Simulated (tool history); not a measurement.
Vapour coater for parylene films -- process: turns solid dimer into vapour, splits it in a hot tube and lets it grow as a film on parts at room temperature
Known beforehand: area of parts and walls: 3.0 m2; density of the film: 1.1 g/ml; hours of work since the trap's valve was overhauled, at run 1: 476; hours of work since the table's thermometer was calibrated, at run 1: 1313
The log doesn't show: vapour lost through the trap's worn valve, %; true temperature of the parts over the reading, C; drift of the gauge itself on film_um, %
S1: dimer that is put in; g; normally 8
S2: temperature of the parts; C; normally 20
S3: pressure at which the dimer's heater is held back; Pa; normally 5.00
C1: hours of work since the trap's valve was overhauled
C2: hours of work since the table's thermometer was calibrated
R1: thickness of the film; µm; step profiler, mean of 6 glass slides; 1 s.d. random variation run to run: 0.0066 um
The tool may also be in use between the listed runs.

{"run": 1, "hour": 0.0, "S1": 8, "S2": 20, "S3": 5.0, "C1": 476, "C2": 1313, "R1": 1.531}
{"run": 2, "hour": 34.9, "S1": 8, "S2": 20, "S3": 5.0, "C1": 508, "C2": 1344, "R1": 1.529}
{"hour": 45.8, "done": "trap's valve overhauled"}
{"run": 3, "hour": 61.9, "S1": 8, "S2": 20, "S3": 5.0, "C1": 15, "C2": 1365, "R1": 1.656}
{"run": 4, "hour": 80.6, "S1": 8, "S2": 20, "S3": 5.0, "C1": 31, "C2": 1382, "R1": 1.664}
{"run": 5, "hour": 109.4, "S1": 8, "S2": 20, "S3": 5.0, "C1": 57, "C2": 1408, "R1": 1.651}
{"run": 6, "hour": 127.1, "S1": 8, "S2": 20, "S3": 5.0, "C1": 73, "C2": 1424, "R1": 1.653}
{"run": 7, "hour": 160.3, "S1": 13, "S2": 20, "S3": 5.0, "C1": 103, "C2": 1453, "R1": 2.673}
{"run": 8, "hour": 181.0, "S1": 13, "S2": 20, "S3": 5.0, "C1": 121, "C2": 1472, "R1": 2.648}
{"run": 9, "hour": 214.2, "S1": 12, "S2": 20, "S3": 5.0, "C1": 151, "C2": 1502, "R1": 2.449}
{"run": 10, "hour": 245.9, "S1": 12, "S2": 20, "S3": 5.0, "C1": 180, "C2": 1530, "R1": 2.436}
{"hour": 250.3, "done": "table's thermometer calibrated"}
{"run": 11, "hour": 281.8, "S1": 12, "S2": 20, "S3": 5.0, "C1": 211, "C2": 28, "R1": 2.447}
{"run": 12, "hour": 320.4, "S1": 12, "S2": 14, "S3": 5.0, "C1": 246, "C2": 63, "R1": 3.287}
{"hour": 349.3, "done": "table's thermometer calibrated, once more"}
{"run": 13, "hour": 350.1, "S1": 12, "S2": 14, "S3": 5.0, "C1": 271, "C2": 1, "R1": 3.167}
{"run": 14, "hour": 374.5, "S1": 12, "S2": 14, "S3": 5.0, "C1": 293, "C2": 23, "R1": 3.155}
{"run": 15, "hour": 399.5, "S1": 12, "S2": 14, "S3": 5.0, "C1": 316, "C2": 45, "R1": 3.143}
{"run": 16, "hour": 420.9, "S1": 4, "S2": 20, "S3": 5.0, "C1": 335, "C2": 64, "R1": 0.778}
{"run": 17, "hour": 455.1, "S1": 8, "S2": 14, "S3": 4.24, "C1": 366, "C2": 95, "R1": 2.169}
{"run": 18, "hour": 486.3, "S1": 8, "S2": 30, "S3": 5.22, "C1": 394, "C2": 123, "R1": 0.925}
{"run": 19, "hour": 521.6, "S1": 8, "S2": 20, "S3": 6.18, "C1": 425, "C2": 155, "R1": 1.471}
{"run": 20, "hour": 557.7, "S1": 4, "S2": 15, "S3": 9.03, "C1": 458, "C2": 187, "R1": 0.858}
{"run": 21, "hour": 577.2, "S1": 5, "S2": 14, "S3": 11.63, "C1": 475, "C2": 205, "R1": 1.073}
{"run": 22, "hour": 596.7, "S1": 5, "S2": 14, "S3": 11.63, "C1": 493, "C2": 222, "R1": 1.089}
{"hour": 624.6, "done": "trap's valve overhauled"}
{"run": 23, "hour": 633.5, "S1": 13, "S2": 20, "S3": 3.34, "C1": 8, "C2": 252, "R1": 2.862}
{"run": 24, "hour": 655.2, "S1": 5, "S2": 20, "S3": 5.0, "C1": 27, "C2": 271, "R1": 1.013}
{"run": 25, "hour": 692.8, "S1": 6, "S2": 29, "S3": 2.72, "C1": 61, "C2": 305, "R1": 0.868}
{"run": 26, "hour": 728.2, "S1": 5, "S2": 23, "S3": 3.36, "C1": 93, "C2": 337, "R1": 0.944}
{"run": 27, "hour": 768.6, "S1": 5, "S2": 23, "S3": 3.36, "C1": 129, "C2": 373, "R1": 0.935}
{"run": 28, "hour": 796.7, "S1": 7, "S2": 29, "S3": 8.45, "C1": 155, "C2": 398, "R1": 0.808}
{"run": 29, "hour": 837.6, "S1": 6, "S2": 16, "S3": 4.7, "C1": 191, "C2": 435, "R1": 1.486}
{"run": 30, "hour": 878.4, "S1": 4, "S2": 16, "S3": 8.92, "C1": 228, "C2": 471, "R1": 0.867}
{"run": 31, "hour": 917.5, "S1": 4, "S2": 16, "S3": 8.92, "C1": 263, "C2": 506, "R1": 0.853}

Run 32 is up next; what results do you expect?
{"run": 32, "hour": 939.1, "S1": 4, "S2": 16, "S3": 8.92, "C1": 282, "C2": 526, "R1": "?"}

For run 32 the tool returned R1 0.850 µm.
The same run, on a tool lacking any hidden state, would have yielded R1 0.881 µm.
